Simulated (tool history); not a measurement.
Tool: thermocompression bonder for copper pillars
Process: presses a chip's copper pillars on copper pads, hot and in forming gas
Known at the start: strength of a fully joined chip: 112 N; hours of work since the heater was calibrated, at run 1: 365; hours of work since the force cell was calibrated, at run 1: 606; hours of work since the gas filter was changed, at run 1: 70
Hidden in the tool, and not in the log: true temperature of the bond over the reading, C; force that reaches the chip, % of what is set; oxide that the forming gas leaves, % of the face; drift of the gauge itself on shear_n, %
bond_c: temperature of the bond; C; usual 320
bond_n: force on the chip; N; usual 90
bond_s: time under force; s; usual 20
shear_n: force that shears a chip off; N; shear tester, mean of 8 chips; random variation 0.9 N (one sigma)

run,day,bond_c,bond_n,bond_s,hours of work since the heater was calibrated,hours of work since the force cell was calibrated,hours of work since the gas filter was changed,shear_n
1,0,320,90,20,365,606,70,68.7
2,0.879,320,90,19,380,621,85,65.2
3,1.383,299,90,20,388,630,93,52.8
4,1.933,320,66,20,398,639,103,55.4
5,2.775,320,66,20,412,653,117,55.1
6,3.529,320,90,20,424,666,130,67.3
7,4.317,320,90,20,438,679,143,66.1
8,5.329,320,90,20,455,697,160,66.5
9,6.258,320,90,20,471,712,176,65.8
10,7.021,320,90,20,484,725,189,64.8
11,7.679,320,90,20,495,736,200,65.4
12,8.188,320,90,17,503,745,208,62
13,9.042,320,90,44,518,759,223,79.2
14,9.817,320,90,17,531,772,236,59.5
15,10.354,320,90,14,540,782,245,56.7
16,11.067,320,90,20,552,794,257,63
17,11.917,320,90,20,566,808,271,63.4
18,12.392,320,82,20,574,816,280,58.4
# day 13.117: forming gas filter changed
19,13.388,320,90,20,591,833,5,65.7
# day 13.975: heater calibrated with a thermocouple chip
20,14.021,320,90,20,1,842,14,73.1
21,14.796,320,90,20,14,855,27,74.4
22,15.854,320,90,20,32,873,45,73.6
23,16.75,290,58,21,47,888,60,37.7
24,17.433,320,90,20,58,900,72,71.7
25,18.108,320,90,20,70,911,83,72.8
26,19.058,320,90,20,86,927,99,71.5
27,19.846,346,59,57,99,940,112,91.7
28,20.808,301,55,21,116,957,129,42.3
29,21.358,317,78,21,125,966,138,64.1
30,22.083,317,90,40,137,978,150,81.3
31,23.196,303,92,22,156,997,169,61.3
32,23.975,320,100,14,169,1010,182,64.6
33,24.704,308,64,14,181,1022,195,41.1
34,25.758,344,76,12,199,1040,212,66.9
35,26.662,344,128,15,215,1056,228,89.5
36,27.3,309,128,15,225,1066,238,67.5
37,28.233,319,90,20,241,1082,254,66.2
38,28.85,332,90,20,251,1093,265,74.1
39,29.646,320,116,12,265,1106,278,64.5
# day 30.45: forming gas filter changed
40,30.675,310,101,52,282,1123,4,84.7
41,31.721,294,99,20,300,1141,21,51.8

3 ways to go on from here, each from the tool as it stands after run 41. What would each give?
A,32.717,294,99,12,317,1158,38,?
B,32.717,294,105,20,317,1158,38,?
C,32.717,336,99,25,317,1158,38,?

run,shear_n
A,44.6
B,55.3
C,86.3
Without the tool's hidden state the same runs would have given:
run,shear_n
A,50.2
B,61.7
C,91.6
